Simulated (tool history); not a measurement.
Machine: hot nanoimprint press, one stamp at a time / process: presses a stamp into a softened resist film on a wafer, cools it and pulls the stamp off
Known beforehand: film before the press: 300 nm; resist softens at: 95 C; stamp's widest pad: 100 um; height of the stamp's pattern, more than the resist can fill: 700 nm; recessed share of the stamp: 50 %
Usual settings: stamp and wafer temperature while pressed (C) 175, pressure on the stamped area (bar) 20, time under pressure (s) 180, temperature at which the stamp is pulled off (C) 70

run    day  stamp and wafer temperature while pressed (C)  pressure on the stamped area (bar)  time under pressure (s)  temperature at which the stamp is pulled off (C)  resist left under the stamp's widest pad (angstrom)  greatest force while the stamp is pulled off (N)
  1      0                                            175                                  20                      180                                                70                                                 1321                                               304
  2  0.175                                            175                                  20                      180                                                70                                                 1318                                               324
  3   0.35                                            175                                  20                      192                                                70                                                 1277                                               301
  4  0.625                                            175                                  20                      180                                                70                                                 1310                                               310
  5  0.896                                            175                                  20                      180                                                70                                                 1298                                               315
  6  1.296                                            175                                  20                      180                                                70                                                 1313                                               312
  7  1.571                                            175                                  20                      180                                                70                                                 1292                                               316
  8  1.821                                            183                                  20                      180                                                70                                                  908                                               316
  9  2.146                                            183                                  20                      180                                                70                                                  905                                               318
 10  2.433                                            183                                  20                      180                                                70                                                  912                                               318
 11  2.754                                            175                                  25                      180                                                70                                                 1171                                               328
 12  3.075                                            175                                  25                      180                                                70                                                 1165                                               310
 13  3.371                                            175                                  20                      180                                                70                                                 1302                                               330
 14  3.571                                            171                                  20                      180                                                70                                                 1554                                               323
 15  3.775                                            171                                  20                      180                                                70                                                 1563                                               322
 16  3.946                                            175                                13.1                      217                                                67                                                 1496                                               320
 17  4.312                                            175                                13.1                       92                                                70                                                 1950                                               318
 18    4.7                                            175                                13.1                       92                                                70                                                 1959                                               320
 19  4.904                                            175                                13.1                       92                                                70                                                 1945                                               318
 20  5.167                                            175                                13.1                       92                                                70                                                 1943                                               321
 21  5.517                                            168                                25.8                      305                                                59                                                 1333                                               349
 22  5.708                                            170                                13.3                      271                                                72                                                 1702                                               328
 23  6.112                                            170                                13.3                      271                                                72                                                 1692                                               325
 24  6.479                                            183                                15.5                      146                                                57                                                 1116                                               359
 25  6.821                                            165                                  20                      180                                                70                                                 2009                                               307

Forecast each of these 5 alternatives for the next run:
  A  7.146                                            165                                  20                      180                                                70                                                    ?                                                 ?
  B  7.146                                            165                                  20                      183                                                70                                                    ?                                                 ?
  C  7.146                                            175                                  20                      347                                                70                                                    ?                                                 ?
  D  7.146                                            185                                24.1                      180                                                70                                                    ?                                                 ?
  E  7.146                                            165                                14.5                      134                                                70                                                    ?                                                 ?

run  resist left under the stamp's widest pad (angstrom)  greatest force while the stamp is pulled off (N)
  A                                                 2001                                               327
  B                                                 1990                                               324
  C                                                 1012                                               327
  D                                                  753                                               325
  E                                                 2336                                               330
Had the tool no hidden state, the same runs would have come out as:
run  resist left under the stamp's widest pad (angstrom)  greatest force while the stamp is pulled off (N)
  A                                                 2020                                               233
  B                                                 2009                                               230
  C                                                 1024                                               233
  D                                                  760                                               231
  E                                                 2353                                               235
